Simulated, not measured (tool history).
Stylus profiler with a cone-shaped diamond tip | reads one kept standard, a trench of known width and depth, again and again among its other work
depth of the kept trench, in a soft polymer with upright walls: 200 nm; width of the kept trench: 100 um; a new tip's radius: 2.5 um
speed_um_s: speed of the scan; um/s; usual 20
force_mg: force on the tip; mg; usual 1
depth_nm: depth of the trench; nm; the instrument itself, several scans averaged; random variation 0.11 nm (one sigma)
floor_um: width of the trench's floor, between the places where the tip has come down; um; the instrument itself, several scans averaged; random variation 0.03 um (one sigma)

run    hour  speed_um_s  force_mg  depth_nm  floor_um
  1       0          20         1    201.42     97.89
  2    31.4          20         1    201.41     97.88
  3    75.5          20         1    201.42     97.87
  4    94.8          22         1    201.54     97.87
  5   119.3          20         1    201.21     97.87
  6   149.8          20         1    201.37     97.88
  7   187.4          20         1    201.39     97.89
  8   229.5          42         1    201.26     97.73
  9   267.5          20      0.69    201.09     97.85
 10   300.3          20      0.69    201.16      97.9
 11   319.4          20      0.69    201.05     97.88
 12   349.4          20      0.69    200.97      97.9
 13   386.2          20         1    201.44     97.86
 14   426.2          70         1    201.36     97.53
 15   445.8          70         1    201.32     97.46
 16   475.8          20      0.48    200.81     97.82
 17   509.8          20      0.48    200.83     97.77
 18   539.2          20      1.44    201.78     97.95
 19   557.2          20         1    201.39     97.89
 20   593.3          20         1    201.46     97.91
 21   630.9           7         1     201.4     97.94
 22   662.6           7         1    201.37     97.97
 23   681.3           7         1    201.59     97.98
 24     718          31      0.47    200.74      97.7
 25   752.8          10       1.7    201.85     97.95
 26   793.9           5         1    201.45     98.01
 27   815.8          67         1     201.4     97.52
 28   835.3          37      1.68    201.97     97.79
 29   875.7          22      0.94    201.23     97.87
 30   897.3          22      0.94    201.35     97.85
 31   917.2          22      0.94    201.37      97.9
 32   960.2          10      0.44    200.71     97.92
 33   983.1          10      0.44    200.83     97.93
 34  1010.5          19      1.29    201.61     97.89
 35  1037.8          19      1.29     201.6     97.98
 36  1073.5          11      0.82    201.29     97.92
 37  1103.1          11      2.34    202.46     97.97
 38  1131.1          11      2.34    202.36     97.99
 39  1153.6          58      0.91    201.27     97.56
 40  1193.5          58      0.91    201.35     97.59
 41  1221.4          58      0.91    201.34     97.54
 42  1245.9          24      1.26    201.58     97.87
 43  1281.3          16      0.61    200.92     97.87
 44    1313           5      0.47    200.69     97.97
 45  1354.5          15      2.04    202.41     98.01
 46  1388.8          15      2.04     202.3     97.92

Forecast each of these 4 alternatives for the next run:
  A  1424.3          15      1.76         ?         ?
  B  1424.3           5         1         ?         ?
  C  1424.3          16      2.95         ?         ?
  D  1424.3          15      0.98         ?         ?

run  depth_nm  floor_um
  A    201.95     97.92
  B    201.46     98.02
  C    203.14     97.93
  D    201.29      97.9
Without the tool's hidden state the same runs would have given:
run  depth_nm  floor_um
  A    201.96     97.94
  B    201.48     98.04
  C    203.15     97.95
  D    201.31     97.92
